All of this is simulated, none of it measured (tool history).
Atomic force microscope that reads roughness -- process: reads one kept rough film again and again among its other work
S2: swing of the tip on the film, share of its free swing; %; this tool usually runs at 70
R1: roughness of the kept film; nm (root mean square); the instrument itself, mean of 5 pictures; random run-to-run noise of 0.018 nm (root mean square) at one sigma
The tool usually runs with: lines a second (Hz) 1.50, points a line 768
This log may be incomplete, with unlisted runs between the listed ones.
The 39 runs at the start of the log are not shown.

Run 40, hour 1201.1: usual settings but lines a second (Hz) 0.68, S2 67 %, points a line 976. Result: R1 4.244 nm (root mean square).
Run 41, hour 1225.2: usual settings but lines a second (Hz) 0.68, S2 67 %, points a line 976. Result: R1 3.993 nm (root mean square).
Run 42, hour 1255.0: usual settings but lines a second (Hz) 0.65, S2 80 %, points a line 755. Result: R1 3.646 nm (root mean square).
Run 43, hour 1273.4: usual settings but lines a second (Hz) 0.65, S2 80 %, points a line 755. Result: R1 3.569 nm (root mean square).
At hour 1280.2: new tip fitted.
Run 44, hour 1313.8: usual settings but lines a second (Hz) 0.65, S2 80 %, points a line 755. Result: R1 4.092 nm (root mean square).
Run 45, hour 1339.5: usual settings but points a line 337. Result: R1 3.809 nm (root mean square).
Run 46, hour 1374.2: usual settings but points a line 337. Result: R1 3.568 nm (root mean square).
At hour 1390.1: new tip fitted.
Run 47, hour 1394.2: usual settings but lines a second (Hz) 0.51, S2 73 %, points a line 435. Result: R1 4.467 nm (root mean square).
Run 48, hour 1415.0: usual settings but lines a second (Hz) 0.51, S2 73 %, points a line 435. Result: R1 4.258 nm (root mean square).
Run 49, hour 1440.6: usual settings but lines a second (Hz) 0.55, S2 84 %, points a line 827. Result: R1 3.963 nm (root mean square).
Run 50, hour 1470.3: usual settings but lines a second (Hz) 0.55, S2 84 %, points a line 827. Result: R1 3.716 nm (root mean square).

Consider 3 possible next runs. They are alternatives, not a sequence: every one starts from the tool as it was left by run 50. What does each give?
Run A, hour 1494.7: usual settings but lines a second (Hz) 1.27, S2 84 %, points a line 827. Result: R1 ?.
Run B, hour 1494.7: usual settings but lines a second (Hz) 0.55, S2 56 %, points a line 341. Result: R1 ?.
Run C, hour 1494.7: usual settings but lines a second (Hz) 1.04, S2 65 %, points a line 482. Result: R1 ?.

run     R1
  A  3.368
  B  3.658
  C  3.594
With no hidden state in the tool, these same runs would have given:
run     R1
  A  4.226
  B  4.593
  C  4.512
